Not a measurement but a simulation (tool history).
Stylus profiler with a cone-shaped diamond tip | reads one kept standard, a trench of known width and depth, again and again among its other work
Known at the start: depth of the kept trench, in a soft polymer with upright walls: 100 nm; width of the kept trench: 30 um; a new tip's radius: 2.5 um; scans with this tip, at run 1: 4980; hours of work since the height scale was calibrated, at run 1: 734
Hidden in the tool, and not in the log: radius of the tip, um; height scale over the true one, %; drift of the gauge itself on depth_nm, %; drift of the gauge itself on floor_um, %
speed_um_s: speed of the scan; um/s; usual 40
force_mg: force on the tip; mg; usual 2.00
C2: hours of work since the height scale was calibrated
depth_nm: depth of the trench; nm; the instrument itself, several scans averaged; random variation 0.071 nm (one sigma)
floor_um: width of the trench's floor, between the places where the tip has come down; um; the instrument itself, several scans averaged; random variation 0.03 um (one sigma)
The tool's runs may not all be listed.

{"run": 1, "day": 0.0, "speed_um_s": 40, "force_mg": 2.0, "scans with this tip": 4980, "C2": 734, "depth_nm": 100.75, "floor_um": 28.25}
{"run": 2, "day": 1.842, "speed_um_s": 40, "force_mg": 2.0, "scans with this tip": 5216, "C2": 769, "depth_nm": 100.86, "floor_um": 28.21}
{"run": 3, "day": 3.371, "speed_um_s": 40, "force_mg": 2.0, "scans with this tip": 5411, "C2": 798, "depth_nm": 100.95, "floor_um": 28.21}
{"run": 4, "day": 5.146, "speed_um_s": 26, "force_mg": 2.0, "scans with this tip": 5638, "C2": 831, "depth_nm": 100.87, "floor_um": 28.18}
{"run": 5, "day": 6.908, "speed_um_s": 93, "force_mg": 2.0, "scans with this tip": 5864, "C2": 864, "depth_nm": 100.99, "floor_um": 28.12}
{"run": 6, "day": 8.871, "speed_um_s": 93, "force_mg": 2.0, "scans with this tip": 6115, "C2": 901, "depth_nm": 100.98, "floor_um": 28.03}
{"run": 7, "day": 10.817, "speed_um_s": 40, "force_mg": 2.6, "scans with this tip": 6364, "C2": 938, "depth_nm": 101.15, "floor_um": 28.13}
{"run": 8, "day": 11.875, "speed_um_s": 47, "force_mg": 2.6, "scans with this tip": 6499, "C2": 958, "depth_nm": 101.09, "floor_um": 28.19}
{"run": 9, "day": 12.879, "speed_um_s": 40, "force_mg": 2.0, "scans with this tip": 6627, "C2": 977, "depth_nm": 100.96, "floor_um": 28.13}
{"run": 10, "day": 13.888, "speed_um_s": 40, "force_mg": 2.0, "scans with this tip": 6756, "C2": 996, "depth_nm": 101.02, "floor_um": 28.1}
{"run": 11, "day": 16.062, "speed_um_s": 20, "force_mg": 2.0, "scans with this tip": 7035, "C2": 1037, "depth_nm": 101.08, "floor_um": 28.11}
{"run": 12, "day": 17.892, "speed_um_s": 20, "force_mg": 2.0, "scans with this tip": 7269, "C2": 1071, "depth_nm": 100.95, "floor_um": 28.12}
{"run": 13, "day": 20.017, "speed_um_s": 40, "force_mg": 0.85, "scans with this tip": 7541, "C2": 1112, "depth_nm": 100.88, "floor_um": 28.05}
{"run": 14, "day": 21.5, "speed_um_s": 40, "force_mg": 0.85, "scans with this tip": 7731, "C2": 1140, "depth_nm": 100.83, "floor_um": 28.1}
{"run": 15, "day": 23.008, "speed_um_s": 34, "force_mg": 0.85, "scans with this tip": 7924, "C2": 1168, "depth_nm": 100.83, "floor_um": 27.98}
{"run": 16, "day": 24.154, "speed_um_s": 12, "force_mg": 0.85, "scans with this tip": 8070, "C2": 1190, "depth_nm": 100.8, "floor_um": 28.1}
{"run": 17, "day": 26.271, "speed_um_s": 44, "force_mg": 0.85, "scans with this tip": 8341, "C2": 1230, "depth_nm": 100.82, "floor_um": 28.02}
{"run": 18, "day": 27.85, "speed_um_s": 44, "force_mg": 0.85, "scans with this tip": 8543, "C2": 1259, "depth_nm": 100.9, "floor_um": 28.04}
{"run": 19, "day": 29.438, "speed_um_s": 40, "force_mg": 1.48, "scans with this tip": 8746, "C2": 1289, "depth_nm": 100.9, "floor_um": 28.03}
{"day": 29.558, "done": "height scale calibrated on a step standard"}
{"run": 20, "day": 31.25, "speed_um_s": 40, "force_mg": 1.48, "scans with this tip": 8975, "C2": 32, "depth_nm": 101.44, "floor_um": 28.03}
{"run": 21, "day": 32.8, "speed_um_s": 40, "force_mg": 1.48, "scans with this tip": 9174, "C2": 61, "depth_nm": 101.47, "floor_um": 27.96}
{"run": 22, "day": 34.375, "speed_um_s": 40, "force_mg": 1.16, "scans with this tip": 9375, "C2": 91, "depth_nm": 101.28, "floor_um": 27.99}
{"run": 23, "day": 35.742, "speed_um_s": 12, "force_mg": 2.0, "scans with this tip": 9550, "C2": 117, "depth_nm": 101.49, "floor_um": 28.08}
{"run": 24, "day": 37.708, "speed_um_s": 15, "force_mg": 1.66, "scans with this tip": 9802, "C2": 154, "depth_nm": 101.54, "floor_um": 28.02}
{"run": 25, "day": 39.642, "speed_um_s": 23, "force_mg": 5.25, "scans with this tip": 10049, "C2": 190, "depth_nm": 101.96, "floor_um": 28.06}
{"run": 26, "day": 41.071, "speed_um_s": 152, "force_mg": 1.24, "scans with this tip": 10232, "C2": 217, "depth_nm": 101.5, "floor_um": 27.67}
{"day": 42.629, "done": "height scale calibrated on a step standard, once more"}
{"run": 27, "day": 43.25, "speed_um_s": 152, "force_mg": 1.24, "scans with this tip": 10508, "C2": 12, "depth_nm": 100.42, "floor_um": 27.62}
{"run": 28, "day": 44.229, "speed_um_s": 152, "force_mg": 1.24, "scans with this tip": 10633, "C2": 30, "depth_nm": 100.47, "floor_um": 27.67}
{"run": 29, "day": 45.15, "speed_um_s": 40, "force_mg": 5.47, "scans with this tip": 10751, "C2": 48, "depth_nm": 101.21, "floor_um": 27.97}
{"run": 30, "day": 46.058, "speed_um_s": 55, "force_mg": 1.29, "scans with this tip": 10867, "C2": 65, "depth_nm": 100.53, "floor_um": 27.88}
{"run": 31, "day": 48.254, "speed_um_s": 37, "force_mg": 2.19, "scans with this tip": 11148, "C2": 106, "depth_nm": 100.66, "floor_um": 27.98}
{"run": 32, "day": 50.412, "speed_um_s": 37, "force_mg": 2.19, "scans with this tip": 11425, "C2": 147, "depth_nm": 100.68, "floor_um": 27.92}
{"run": 33, "day": 52.388, "speed_um_s": 120, "force_mg": 1.55, "scans with this tip": 11677, "C2": 184, "depth_nm": 100.66, "floor_um": 27.72}
{"run": 34, "day": 53.396, "speed_um_s": 120, "force_mg": 1.55, "scans with this tip": 11806, "C2": 203, "depth_nm": 100.7, "floor_um": 27.72}
{"run": 35, "day": 55.479, "speed_um_s": 46, "force_mg": 0.68, "scans with this tip": 12073, "C2": 242, "depth_nm": 100.34, "floor_um": 27.82}
{"run": 36, "day": 56.421, "speed_um_s": 46, "force_mg": 0.68, "scans with this tip": 12193, "C2": 260, "depth_nm": 100.35, "floor_um": 27.81}
{"run": 37, "day": 57.358, "speed_um_s": 40, "force_mg": 0.88, "scans with this tip": 12313, "C2": 278, "depth_nm": 100.45, "floor_um": 27.83}
{"run": 38, "day": 59.196, "speed_um_s": 40, "force_mg": 0.88, "scans with this tip": 12548, "C2": 312, "depth_nm": 100.47, "floor_um": 27.85}
{"run": 39, "day": 61.125, "speed_um_s": 13, "force_mg": 0.88, "scans with this tip": 12795, "C2": 349, "depth_nm": 100.37, "floor_um": 27.9}
{"run": 40, "day": 62.317, "speed_um_s": 13, "force_mg": 0.88, "scans with this tip": 12947, "C2": 371, "depth_nm": 100.48, "floor_um": 27.88}
{"run": 41, "day": 63.883, "speed_um_s": 13, "force_mg": 0.88, "scans with this tip": 13148, "C2": 401, "depth_nm": 100.42, "floor_um": 27.9}
{"run": 42, "day": 65.992, "speed_um_s": 65, "force_mg": 1.27, "scans with this tip": 13418, "C2": 441, "depth_nm": 100.52, "floor_um": 27.75}
{"run": 43, "day": 68.079, "speed_um_s": 15, "force_mg": 1.74, "scans with this tip": 13685, "C2": 480, "depth_nm": 100.85, "floor_um": 27.89}
{"run": 44, "day": 69.517, "speed_um_s": 15, "force_mg": 1.74, "scans with this tip": 13869, "C2": 507, "depth_nm": 100.76, "floor_um": 27.81}
{"run": 45, "day": 70.412, "speed_um_s": 26, "force_mg": 2.3, "scans with this tip": 13983, "C2": 524, "depth_nm": 100.8, "floor_um": 27.84}

Forecast each of these 3 alternatives for the next run:
{"run": "A", "day": 71.942, "speed_um_s": 118, "force_mg": 0.97, "scans with this tip": 14179, "C2": 553, "depth_nm": "?", "floor_um": "?"}
{"run": "B", "day": 71.942, "speed_um_s": 85, "force_mg": 0.82, "scans with this tip": 14179, "C2": 553, "depth_nm": "?", "floor_um": "?"}
{"run": "C", "day": 71.942, "speed_um_s": 23, "force_mg": 2.3, "scans with this tip": 14179, "C2": 553, "depth_nm": "?", "floor_um": "?"}

run=A depth_nm=100.70 floor_um=27.56
run=B depth_nm=100.50 floor_um=27.67
run=C depth_nm=100.92 floor_um=27.84
Without the tool's hidden state the same runs would have given:
run=A depth_nm=100.46 floor_um=28.30
run=B depth_nm=100.26 floor_um=28.41
run=C depth_nm=100.67 floor_um=28.58

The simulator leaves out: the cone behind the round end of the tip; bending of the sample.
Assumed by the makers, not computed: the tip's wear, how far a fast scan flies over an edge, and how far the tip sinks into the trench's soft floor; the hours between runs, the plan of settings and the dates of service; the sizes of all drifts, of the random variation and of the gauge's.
